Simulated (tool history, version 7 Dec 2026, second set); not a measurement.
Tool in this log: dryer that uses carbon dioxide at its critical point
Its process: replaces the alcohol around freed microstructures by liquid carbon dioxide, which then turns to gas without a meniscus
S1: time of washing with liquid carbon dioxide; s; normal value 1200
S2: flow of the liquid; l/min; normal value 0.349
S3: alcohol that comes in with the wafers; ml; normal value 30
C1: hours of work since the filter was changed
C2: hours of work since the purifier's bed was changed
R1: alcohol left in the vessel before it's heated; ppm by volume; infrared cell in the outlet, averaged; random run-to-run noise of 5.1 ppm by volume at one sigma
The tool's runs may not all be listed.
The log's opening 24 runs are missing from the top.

{"run": 25, "hour": 193.2, "S1": 1920, "S2": 0.56, "S3": 30, "C1": 247, "C2": 92, "R1": 12}
{"run": 26, "hour": 201.5, "S1": 1920, "S2": 0.56, "S3": 30, "C1": 250, "C2": 95, "R1": 13}
{"run": 27, "hour": 211.2, "S1": 1920, "S2": 0.56, "S3": 30, "C1": 254, "C2": 100, "R1": 15}
{"run": 28, "hour": 217.6, "S1": 1740, "S2": 0.349, "S3": 39, "C1": 257, "C2": 102, "R1": 21}
{"run": 29, "hour": 228.1, "S1": 1740, "S2": 0.222, "S3": 39, "C1": 262, "C2": 107, "R1": 186}
{"run": 30, "hour": 237.7, "S1": 1740, "S2": 0.222, "S3": 39, "C1": 266, "C2": 111, "R1": 175}
{"run": 31, "hour": 245.1, "S1": 1740, "S2": 0.222, "S3": 39, "C1": 269, "C2": 115, "R1": 183}
{"run": 32, "hour": 256.5, "S1": 840, "S2": 0.328, "S3": 65, "C1": 274, "C2": 120, "R1": 1403}
{"run": 33, "hour": 267.7, "S1": 840, "S2": 0.328, "S3": 65, "C1": 279, "C2": 124, "R1": 1413}
{"run": 34, "hour": 274.9, "S1": 840, "S2": 0.461, "S3": 74, "C1": 282, "C2": 128, "R1": 375}
{"run": 35, "hour": 281.4, "S1": 840, "S2": 0.498, "S3": 74, "C1": 285, "C2": 130, "R1": 258}
{"run": 36, "hour": 286.7, "S1": 960, "S2": 0.411, "S3": 32, "C1": 288, "C2": 133, "R1": 147}
{"run": 37, "hour": 292.9, "S1": 960, "S2": 0.411, "S3": 32, "C1": 290, "C2": 136, "R1": 148}
{"run": 38, "hour": 298.7, "S1": 960, "S2": 0.411, "S3": 32, "C1": 293, "C2": 138, "R1": 148}
{"run": 39, "hour": 309.4, "S1": 960, "S2": 0.411, "S3": 32, "C1": 298, "C2": 143, "R1": 156}
{"run": 40, "hour": 314.6, "S1": 1560, "S2": 0.349, "S3": 33, "C1": 300, "C2": 145, "R1": 47}
{"run": 41, "hour": 322.4, "S1": 1140, "S2": 0.539, "S3": 40, "C1": 303, "C2": 149, "R1": 33}
{"run": 42, "hour": 329.0, "S1": 1140, "S2": 0.539, "S3": 40, "C1": 306, "C2": 151, "R1": 28}
{"run": 43, "hour": 338.9, "S1": 1140, "S2": 0.539, "S3": 40, "C1": 311, "C2": 156, "R1": 29}
{"run": 44, "hour": 344.0, "S1": 1140, "S2": 0.539, "S3": 40, "C1": 313, "C2": 158, "R1": 28}
{"run": 45, "hour": 354.7, "S1": 960, "S2": 0.349, "S3": 46, "C1": 318, "C2": 163, "R1": 452}
{"run": 46, "hour": 363.3, "S1": 900, "S2": 0.349, "S3": 100, "C1": 321, "C2": 166, "R1": 1329}
{"run": 47, "hour": 369.4, "S1": 1200, "S2": 0.349, "S3": 51, "C1": 324, "C2": 169, "R1": 179}
{"run": 48, "hour": 380.1, "S1": 1200, "S2": 0.349, "S3": 51, "C1": 329, "C2": 174, "R1": 180}

Below are 3 alternative next runs, each starting from the tool's condition after run 48. Predict each:
{"run": "A", "hour": 390.1, "S1": 1200, "S2": 0.586, "S3": 61, "C1": 333, "C2": 178, "R1": "?"}
{"run": "B", "hour": 390.1, "S1": 1440, "S2": 0.591, "S3": 74, "C1": 333, "C2": 178, "R1": "?"}
{"run": "C", "hour": 390.1, "S1": 1020, "S2": 0.256, "S3": 51, "C1": 333, "C2": 178, "R1": "?"}

run=A R1=20
run=B R1=15
run=C R1=1395
Stripped of hidden state, with their random variation kept, the same runs would have yielded:
run=A R1=1
run=B R1=0
run=C R1=1141
